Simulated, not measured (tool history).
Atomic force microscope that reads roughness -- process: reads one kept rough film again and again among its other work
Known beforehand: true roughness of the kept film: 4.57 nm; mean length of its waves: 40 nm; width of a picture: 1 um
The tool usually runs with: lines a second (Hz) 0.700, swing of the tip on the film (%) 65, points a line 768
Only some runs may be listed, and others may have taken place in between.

run	hour	lines a second (Hz)	swing of the tip on the film (%)	points a line	roughness of the kept film (nm (root mean square))
1	0.0	0.700	65	768	3.495
# hour 26.3: new tip fitted
2	32.8	2.868	65	768	3.842
3	91.4	2.868	65	768	3.513
# hour 149.7: new tip fitted
4	151.4	2.868	65	768	3.886
5	186.1	2.868	65	768	3.695
6	237.2	2.868	65	768	3.413
# hour 272.2: new tip fitted
7	283.0	0.700	65	492	4.057
8	319.3	0.700	65	492	3.843
9	362.3	0.700	65	768	3.629
# hour 394.5: new tip fitted
10	405.2	0.700	65	768	4.088
11	429.4	0.700	65	768	3.960
12	463.3	0.700	65	768	3.719
13	493.0	0.700	65	768	3.563
# hour 520.5: new tip fitted
14	548.8	0.700	65	768	3.981
15	600.3	0.700	65	768	3.631
# hour 643.9: new tip fitted
16	658.3	0.700	65	768	4.061
17	717.0	0.700	65	768	3.705
18	753.9	0.700	65	768	3.520
# hour 770.1: new tip fitted
19	808.0	0.700	65	768	3.898
20	849.5	0.700	65	768	3.680
# hour 873.0: height scale calibrated on a step standard
21	875.4	0.700	65	768	3.534
# hour 894.2: new tip fitted
22	915.8	0.700	65	768	3.986
23	943.2	2.405	58	272	3.691
24	971.1	2.405	78	443	3.202
# hour 1018.5: new tip fitted
25	1024.4	1.229	64	516	4.046
26	1058.4	0.732	58	369	3.891
27	1088.1	0.532	65	313	3.744
28	1131.5	0.532	65	313	3.472
# hour 1140.3: new tip fitted
29	1187.2	0.730	87	530	3.656
30	1215.8	2.889	65	991	3.427
31	1244.8	2.889	65	991	3.293
# hour 1263.5: new tip fitted
32	1299.5	1.193	68	406	3.813
33	1353.5	0.533	65	393	3.584
# hour 1386.0: new tip fitted
34	1386.0	0.805	62	301	4.138
35	1417.2	0.805	62	301	3.898
36	1446.4	0.594	77	561	3.708
37	1505.5	0.594	77	561	3.378
# hour 1511.4: new tip fitted
38	1537.6	1.742	84	515	3.547
39	1571.0	1.742	62	620	3.671
40	1598.5	0.700	65	907	3.657
# hour 1637.2: new tip fitted
41	1647.6	1.486	68	363	3.916
42	1689.2	1.486	68	363	3.667
43	1745.3	2.942	61	480	3.314

Each row is a separate what-if for the run after 43, all from the same tool condition, not one after another. Results?
# hour 1760.1: new tip fitted
A	1781.6	2.942	60	480	?
# hour 1760.1: new tip fitted
B	1781.6	3.737	62	431	?
# hour 1760.1: new tip fitted
C	1781.6	1.194	61	590	?

run	roughness of the kept film (nm (root mean square))
A	3.837
B	3.745
C	3.984
With the hidden condition removed and each run's random variation left untouched, the same runs would have given:
run	roughness of the kept film (nm (root mean square))
A	3.973
B	3.877
C	4.125

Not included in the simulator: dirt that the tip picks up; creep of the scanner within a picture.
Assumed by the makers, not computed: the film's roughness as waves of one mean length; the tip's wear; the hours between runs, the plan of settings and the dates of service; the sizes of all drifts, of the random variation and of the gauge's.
